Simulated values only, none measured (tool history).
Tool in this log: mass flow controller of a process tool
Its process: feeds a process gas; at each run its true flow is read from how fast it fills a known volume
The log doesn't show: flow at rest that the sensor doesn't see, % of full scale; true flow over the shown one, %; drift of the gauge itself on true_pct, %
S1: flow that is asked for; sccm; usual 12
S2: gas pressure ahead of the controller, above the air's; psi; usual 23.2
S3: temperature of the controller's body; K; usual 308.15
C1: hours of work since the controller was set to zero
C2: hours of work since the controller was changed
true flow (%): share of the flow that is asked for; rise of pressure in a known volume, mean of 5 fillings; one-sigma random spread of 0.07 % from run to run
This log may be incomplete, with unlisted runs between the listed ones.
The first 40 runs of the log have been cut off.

At day 326.133: controller exchanged for a calibrated one.
Run 41, day 328.333: usual settings but S1 3 sccm, S2 25.8 psi, S3 299.15 K; C1 41; C2 41. Result: true flow (%) 97.12.
Run 42, day 339.879: usual settings but S1 3 sccm, S2 25.8 psi, S3 299.15 K; C1 254; C2 254. Result: true flow (%) 97.27.
Run 43, day 348.050: usual settings but S2 26.8 psi, S3 301.15 K; C1 405; C2 405. Result: true flow (%) 98.26.
Run 44, day 355.604: usual settings but S1 17 sccm, S2 31.0 psi, S3 313.15 K; C1 545; C2 545. Result: true flow (%) 97.79.
Run 45, day 365.521: usual settings but S1 17 sccm, S2 31.0 psi, S3 313.15 K; C1 729; C2 729. Result: true flow (%) 97.87.
Run 46, day 372.092: usual settings but S1 15 sccm, S2 38.1 psi, S3 297.15 K; C1 850; C2 850. Result: true flow (%) 99.60.
Run 47, day 382.533: usual settings but S1 15 sccm, S2 38.1 psi, S3 297.15 K; C1 1043; C2 1043. Result: true flow (%) 99.48.
Run 48, day 390.792: usual settings but S1 2 sccm, S3 313.15 K; C1 1196; C2 1196. Result: true flow (%) 95.95.

Here are 4 independent what-if runs from the current tool condition. What would each one return?
Run A, day 400.512: usual settings but S2 27.8 psi; C1 1376; C2 1376. Result: true flow (%) ?.
Run B, day 400.512: usual settings but S1 11 sccm, S3 301.15 K; C1 1376; C2 1376. Result: true flow (%) ?.
Run C, day 400.512: usual settings but S1 3 sccm, S2 25.2 psi, S3 294.15 K; C1 1376; C2 1376. Result: true flow (%) ?.
Run D, day 400.512: usual settings but S1 19 sccm, S3 313.15 K; C1 1376; C2 1376. Result: true flow (%) ?.

run  true flow (%)
  A          97.26
  B          97.60
  C          97.76
  D          97.71
With the hidden condition removed and each run's random variation left untouched, the same runs would have given:
run  true flow (%)
  A          97.41
  B          97.73
  C          97.22
  D          97.96

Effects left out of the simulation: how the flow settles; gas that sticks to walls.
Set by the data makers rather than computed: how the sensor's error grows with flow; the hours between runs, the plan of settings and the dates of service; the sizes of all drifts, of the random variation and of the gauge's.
